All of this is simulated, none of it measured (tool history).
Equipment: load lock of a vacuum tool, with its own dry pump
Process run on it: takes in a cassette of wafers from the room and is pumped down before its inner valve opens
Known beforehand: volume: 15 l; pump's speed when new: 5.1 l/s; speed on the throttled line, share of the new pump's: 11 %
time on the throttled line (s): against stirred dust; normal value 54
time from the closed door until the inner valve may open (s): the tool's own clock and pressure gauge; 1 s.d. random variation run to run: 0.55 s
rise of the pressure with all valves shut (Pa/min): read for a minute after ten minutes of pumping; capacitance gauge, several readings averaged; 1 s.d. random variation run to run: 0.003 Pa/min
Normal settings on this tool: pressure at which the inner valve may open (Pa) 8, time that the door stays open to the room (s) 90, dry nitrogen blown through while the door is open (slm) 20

| run | hour | time on the throttled line (s) | pressure at which the inner valve may open (Pa) | time that the door stays open to the room (s) | dry nitrogen blown through while the door is open (slm) | incoming humidity of the room's air, % | time from the closed door until the inner valve may open (s) | rise of the pressure with all valves shut (Pa/min) |
|---|---|---|---|---|---|---|---|---|
| 1 | 0 | 54 | 8 | 90 | 20 | 42.1 | 77.1 | 0.135 |
| 2 | 81.3 | 54 | 8 | 90 | 20 | 47 | 77.7 | 0.14 |
| 3 | 204.4 | 54 | 8 | 90 | 20 | 43.6 | 77.2 | 0.133 |
| 4 | 301.6 | 54 | 8 | 90 | 24 | 43.8 | 77.3 | 0.137 |
| 5 | 380 | 54 | 8 | 90 | 24 | 42.8 | 77 | 0.131 |
| 6 | 470.1 | 54 | 8 | 90 | 24 | 46.6 | 76.4 | 0.136 |
| 7 | 538.4 | 54 | 8 | 90 | 24 | 45.3 | 76.2 | 0.138 |
| 8 | 629.1 | 54 | 8 | 90 | 20 | 45.4 | 77.2 | 0.139 |
| 9 | 760.2 | 54 | 8 | 90 | 20 | 42.8 | 77.9 | 0.144 |
| 10 | 887.5 | 54 | 8 | 90 | 20 | 44.1 | 77.1 | 0.15 |
| 11 | 1013.2 | 54 | 8 | 90 | 20 | 44.8 | 77.1 | 0.147 |
| 12 | 1119.5 | 54 | 8 | 90 | 20 | 44.2 | 77.5 | 0.153 |
| 13 | 1178.5 | 54 | 8 | 90 | 20 | 48.6 | 78 | 0.155 |
| 14 | 1249.4 | 54 | 8 | 90 | 20 | 43.5 | 77.8 | 0.152 |
| 15 | 1319.1 | 54 | 8 | 90 | 20 | 43.8 | 77.2 | 0.154 |
| 16 | 1401.1 | 54 | 8 | 90 | 20 | 45.9 | 77.2 | 0.159 |
| 17 | 1497.4 | 54 | 8 | 90 | 20 | 42.3 | 77.3 | 0.156 |
| 18 | 1562.6 | 54 | 8 | 90 | 20 | 43.9 | 77.3 | 0.158 |
| 19 | 1644.4 | 54 | 8 | 90 | 20 | 48 | 77.2 | 0.167 |
| 20 | 1734.6 | 54 | 8 | 90 | 20 | 44.5 | 77.1 | 0.165 |
| 21 | 1797.4 | 44 | 6 | 90 | 20 | 44.7 | 69.1 | 0.164 |
| 22 | 1935.3 | 81 | 6 | 90 | 5 | 44.6 | 102 | 0.206 |
| 23 | 2014.1 | 40 | 6 | 90 | 5 | 49.7 | 66.2 | 0.221 |
| 24 | 2077.6 | 40 | 6 | 38 | 5 | 45.4 | 67 | 0.169 |
| 25 | 2218.2 | 40 | 6 | 38 | 5 | 46.2 | 66.2 | 0.179 |
| 26 | 2329.1 | 40 | 6 | 38 | 5 | 47.5 | 65.6 | 0.18 |
| 27 | 2430.6 | 66 | 7 | 86 | 25 | 45 | 88.4 | 0.163 |

For run 28, what comes out?
| 28 | 2539.1 | 84 | 8 | 151 | 20 | 45.7 | ? | ? |

time from the closed door until the inner valve may open (s): 105.7
rise of the pressure with all valves shut (Pa/min): 0.195
If the tool had no hidden condition, the same run with the same run-to-run variation would have returned time from the closed door until the inner valve may open (s) 104.4, rise of the pressure with all valves shut (Pa/min) 0.068.
